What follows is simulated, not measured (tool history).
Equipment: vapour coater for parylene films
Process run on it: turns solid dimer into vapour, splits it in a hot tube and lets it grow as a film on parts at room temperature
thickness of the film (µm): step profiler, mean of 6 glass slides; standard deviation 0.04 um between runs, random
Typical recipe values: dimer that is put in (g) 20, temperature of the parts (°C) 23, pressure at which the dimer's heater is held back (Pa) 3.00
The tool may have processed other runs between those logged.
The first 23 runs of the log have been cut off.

run	hour	dimer that is put in (g)	temperature of the parts (°C)	pressure at which the dimer's heater is held back (Pa)	thickness of the film (µm)
24	550.7	31	30	3.00	4.67
25	582.9	31	30	3.00	4.61
26	608.7	31	30	3.00	4.57
27	636.0	11	17	3.00	2.91
28	650.4	11	17	3.20	2.88
29	667.8	8	31	3.72	1.08
30	684.7	10	20	2.88	2.32
31	702.6	10	20	2.88	2.24
32	735.1	16	34	3.76	1.81
33	753.9	20	27	3.00	3.22
34	785.0	11	22	6.45	1.95
35	814.3	11	21	2.90	2.32
36	835.3	11	21	2.90	2.33
37	852.8	20	24	3.00	3.69
38	885.9	20	31	3.00	2.60
39	901.3	26	23	5.55	4.42
# hour 919.2: trap's valve overhauled
40	925.2	20	26	3.00	3.76
41	956.8	20	26	3.00	3.63
42	977.7	20	26	3.00	3.58
43	1005.3	20	26	3.00	3.66
44	1035.8	10	34	5.42	1.12
45	1052.5	10	34	5.42	1.09
46	1068.2	10	34	5.42	1.11

Branching from run 46: 5 alternative next runs. What would each branch give?
A	1088.0	13	26	2.35	?
B	1088.0	20	16	3.00	?
C	1088.0	19	17	2.16	?
D	1088.0	10	15	3.00	?
E	1088.0	10	34	10.98	?

run	thickness of the film (µm)
A	2.40
B	5.58
C	5.36
D	2.88
E	1.01
The same runs, with their run-to-run variation unchanged, on a tool lacking any hidden condition would have given:
run	thickness of the film (µm)
A	2.57
B	5.91
C	5.62
D	3.00
E	1.08

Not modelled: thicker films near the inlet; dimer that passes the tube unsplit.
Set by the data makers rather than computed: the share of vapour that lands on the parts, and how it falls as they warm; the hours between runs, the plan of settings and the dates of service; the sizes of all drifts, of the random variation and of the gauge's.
